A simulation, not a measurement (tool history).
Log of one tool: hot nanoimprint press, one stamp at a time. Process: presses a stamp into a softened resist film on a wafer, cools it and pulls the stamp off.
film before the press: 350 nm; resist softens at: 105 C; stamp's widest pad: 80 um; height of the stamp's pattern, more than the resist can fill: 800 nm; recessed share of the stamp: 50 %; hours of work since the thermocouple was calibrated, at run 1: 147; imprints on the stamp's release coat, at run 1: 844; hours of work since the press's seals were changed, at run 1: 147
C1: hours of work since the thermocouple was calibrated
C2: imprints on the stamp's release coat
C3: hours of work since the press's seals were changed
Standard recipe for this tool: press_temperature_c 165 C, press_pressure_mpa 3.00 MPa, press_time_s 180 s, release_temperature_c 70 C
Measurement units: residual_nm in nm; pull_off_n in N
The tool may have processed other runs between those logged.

{"run": 1, "hour": 0.0, "press_temperature_c": 165, "press_pressure_mpa": 3.0, "press_time_s": 180, "release_temperature_c": 70, "C1": 147, "C2": 844, "C3": 147, "residual_nm": 193.5, "pull_off_n": 182}
{"run": 2, "hour": 28.6, "press_temperature_c": 165, "press_pressure_mpa": 3.0, "press_time_s": 180, "release_temperature_c": 55, "C1": 164, "C2": 941, "C3": 164, "residual_nm": 193.5, "pull_off_n": 235}
{"run": 3, "hour": 70.9, "press_temperature_c": 165, "press_pressure_mpa": 3.0, "press_time_s": 180, "release_temperature_c": 55, "C1": 189, "C2": 1086, "C3": 189, "residual_nm": 192.1, "pull_off_n": 254}
{"run": 4, "hour": 103.8, "press_temperature_c": 165, "press_pressure_mpa": 2.91, "press_time_s": 180, "release_temperature_c": 70, "C1": 209, "C2": 1199, "C3": 209, "residual_nm": 195.2, "pull_off_n": 209}
{"run": 5, "hour": 137.4, "press_temperature_c": 165, "press_pressure_mpa": 2.91, "press_time_s": 180, "release_temperature_c": 70, "C1": 229, "C2": 1314, "C3": 229, "residual_nm": 194.8, "pull_off_n": 212}
{"run": 6, "hour": 178.9, "press_temperature_c": 165, "press_pressure_mpa": 2.91, "press_time_s": 180, "release_temperature_c": 70, "C1": 253, "C2": 1456, "C3": 253, "residual_nm": 194.1, "pull_off_n": 226}
{"run": 7, "hour": 206.9, "press_temperature_c": 165, "press_pressure_mpa": 2.91, "press_time_s": 180, "release_temperature_c": 70, "C1": 270, "C2": 1552, "C3": 270, "residual_nm": 194.0, "pull_off_n": 228}
{"hour": 232.9, "done": "plate thermocouple calibrated"}
{"hour": 242.0, "done": "stamp cleaned and given a new release coat"}
{"run": 8, "hour": 254.8, "press_temperature_c": 165, "press_pressure_mpa": 2.91, "press_time_s": 180, "release_temperature_c": 70, "C1": 10, "C2": 44, "C3": 293, "residual_nm": 200.1, "pull_off_n": 134}
{"run": 9, "hour": 295.2, "press_temperature_c": 165, "press_pressure_mpa": 3.0, "press_time_s": 180, "release_temperature_c": 58, "C1": 34, "C2": 182, "C3": 317, "residual_nm": 197.4, "pull_off_n": 169}
{"run": 10, "hour": 322.3, "press_temperature_c": 165, "press_pressure_mpa": 3.0, "press_time_s": 180, "release_temperature_c": 58, "C1": 50, "C2": 275, "C3": 333, "residual_nm": 195.6, "pull_off_n": 181}
{"run": 11, "hour": 343.4, "press_temperature_c": 165, "press_pressure_mpa": 3.0, "press_time_s": 180, "release_temperature_c": 58, "C1": 62, "C2": 347, "C3": 346, "residual_nm": 196.9, "pull_off_n": 189}
{"run": 12, "hour": 364.8, "press_temperature_c": 165, "press_pressure_mpa": 3.0, "press_time_s": 180, "release_temperature_c": 58, "C1": 75, "C2": 421, "C3": 359, "residual_nm": 196.0, "pull_off_n": 187}
{"run": 13, "hour": 406.5, "press_temperature_c": 165, "press_pressure_mpa": 3.0, "press_time_s": 180, "release_temperature_c": 58, "C1": 100, "C2": 563, "C3": 384, "residual_nm": 196.4, "pull_off_n": 198}
{"run": 14, "hour": 437.3, "press_temperature_c": 165, "press_pressure_mpa": 3.0, "press_time_s": 180, "release_temperature_c": 58, "C1": 118, "C2": 669, "C3": 402, "residual_nm": 196.0, "pull_off_n": 202}
{"run": 15, "hour": 470.0, "press_temperature_c": 165, "press_pressure_mpa": 3.0, "press_time_s": 180, "release_temperature_c": 77, "C1": 138, "C2": 781, "C3": 421, "residual_nm": 195.6, "pull_off_n": 164}
{"run": 16, "hour": 501.0, "press_temperature_c": 169, "press_pressure_mpa": 3.0, "press_time_s": 180, "release_temperature_c": 70, "C1": 156, "C2": 887, "C3": 440, "residual_nm": 175.3, "pull_off_n": 192}
{"run": 17, "hour": 542.9, "press_temperature_c": 174, "press_pressure_mpa": 4.25, "press_time_s": 180, "release_temperature_c": 70, "C1": 181, "C2": 1030, "C3": 465, "residual_nm": 126.7, "pull_off_n": 201}
{"run": 18, "hour": 578.8, "press_temperature_c": 169, "press_pressure_mpa": 1.84, "press_time_s": 180, "release_temperature_c": 70, "C1": 202, "C2": 1153, "C3": 486, "residual_nm": 221.5, "pull_off_n": 201}
{"run": 19, "hour": 609.6, "press_temperature_c": 169, "press_pressure_mpa": 1.84, "press_time_s": 180, "release_temperature_c": 70, "C1": 221, "C2": 1258, "C3": 505, "residual_nm": 220.5, "pull_off_n": 214}
{"run": 20, "hour": 639.2, "press_temperature_c": 169, "press_pressure_mpa": 1.84, "press_time_s": 180, "release_temperature_c": 56, "C1": 238, "C2": 1360, "C3": 522, "residual_nm": 220.3, "pull_off_n": 260}
{"run": 21, "hour": 674.7, "press_temperature_c": 169, "press_pressure_mpa": 1.84, "press_time_s": 180, "release_temperature_c": 56, "C1": 260, "C2": 1481, "C3": 543, "residual_nm": 219.8, "pull_off_n": 288}
{"run": 22, "hour": 695.1, "press_temperature_c": 169, "press_pressure_mpa": 1.84, "press_time_s": 180, "release_temperature_c": 56, "C1": 272, "C2": 1551, "C3": 556, "residual_nm": 219.7, "pull_off_n": 275}
{"hour": 718.2, "done": "plate thermocouple calibrated"}
{"hour": 730.2, "done": "stamp cleaned and given a new release coat"}
{"run": 23, "hour": 743.1, "press_temperature_c": 169, "press_pressure_mpa": 1.84, "press_time_s": 180, "release_temperature_c": 67, "C1": 11, "C2": 44, "C3": 579, "residual_nm": 223.8, "pull_off_n": 141}
{"run": 24, "hour": 767.6, "press_temperature_c": 169, "press_pressure_mpa": 1.84, "press_time_s": 180, "release_temperature_c": 67, "C1": 26, "C2": 128, "C3": 593, "residual_nm": 223.1, "pull_off_n": 153}
{"run": 25, "hour": 786.8, "press_temperature_c": 169, "press_pressure_mpa": 1.84, "press_time_s": 180, "release_temperature_c": 67, "C1": 37, "C2": 194, "C3": 605, "residual_nm": 224.0, "pull_off_n": 155}
{"hour": 810.2, "done": "press's hydraulic seals changed and the load cell set to zero"}
{"run": 26, "hour": 816.6, "press_temperature_c": 162, "press_pressure_mpa": 2.55, "press_time_s": 275, "release_temperature_c": 78, "C1": 50, "C2": 269, "C3": 4, "residual_nm": 200.9, "pull_off_n": 136}

Some steps in residual_nm between neighbouring runs. How much of each would the tool show without its hidden state too (settings, what came in, random variation), and how much is left for the hidden state, with any gauge scatter that isn't in both results?
The tool's hidden condition here consists of: true temperature over the reading, C; pressure that arrives at the usual setting, %; grip of the stamp's worn release coat, % over a new coat's; drift of the gauge itself on residual_nm, %; drift of the gauge itself on pull_off_n, %.
Run 7 -> 8: plate thermocouple calibrated, stamp cleaned and given a new release coat. residual_nm +6.1 nm: hidden state +6.2, all else -0.1.
Run 16 -> 17: press_temperature_c 169 -> 174, press_pressure_mpa 3.00 -> 4.25. residual_nm -48.6 nm: hidden state +0.8, all else -49.4.
Run 17 -> 18: press_temperature_c 174 -> 169, press_pressure_mpa 4.25 -> 1.84. residual_nm +94.8 nm: hidden state -2.7, all else +97.5.
Run 22 -> 23: release_temperature_c 56 -> 67, plate thermocouple calibrated, stamp cleaned and given a new release coat. residual_nm +4.1 nm: hidden state +4.3, all else -0.2.

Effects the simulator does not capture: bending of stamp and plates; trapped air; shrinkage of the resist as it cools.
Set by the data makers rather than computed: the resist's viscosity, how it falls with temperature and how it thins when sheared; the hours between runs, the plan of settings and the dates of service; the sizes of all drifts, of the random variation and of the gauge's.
